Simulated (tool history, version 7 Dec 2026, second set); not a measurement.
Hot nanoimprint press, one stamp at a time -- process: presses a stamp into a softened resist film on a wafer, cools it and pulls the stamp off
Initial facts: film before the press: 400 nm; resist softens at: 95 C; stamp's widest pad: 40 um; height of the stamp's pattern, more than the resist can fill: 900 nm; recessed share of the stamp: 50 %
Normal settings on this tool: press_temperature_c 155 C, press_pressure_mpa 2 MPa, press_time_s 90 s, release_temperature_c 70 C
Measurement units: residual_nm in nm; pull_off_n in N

run,hour,press_temperature_c,press_pressure_mpa,press_time_s,release_temperature_c,residual_nm,pull_off_n
1,0,155,2,90,70,163.5,110
2,57.3,155,2,90,70,165,109
# hour 69.8: plate thermocouple calibrated
3,97.1,155,2,90,70,167.9,109
4,148.4,155,2,90,70,169,106
# hour 162.6: stamp cleaned and given a new release coat
# hour 198.5: plate thermocouple calibrated, once more
5,221,155,2.09,90,70,148.9,100
6,259.5,155,1.95,70,70,169.7,103
7,314.9,155,2,66,62,174.1,116
8,374.2,155,2,51,77,191.7,88
9,409.7,147,2.2,127,63,215.3,119

The next listed run, before its measurement:
10,456.5,150,2.75,90,70,?,?

residual_nm: 181.9 nm
pull_off_n: 109 N
The same run, on a tool lacking any hidden state, would have yielded residual_nm 173.6 nm, pull_off_n 99 N.
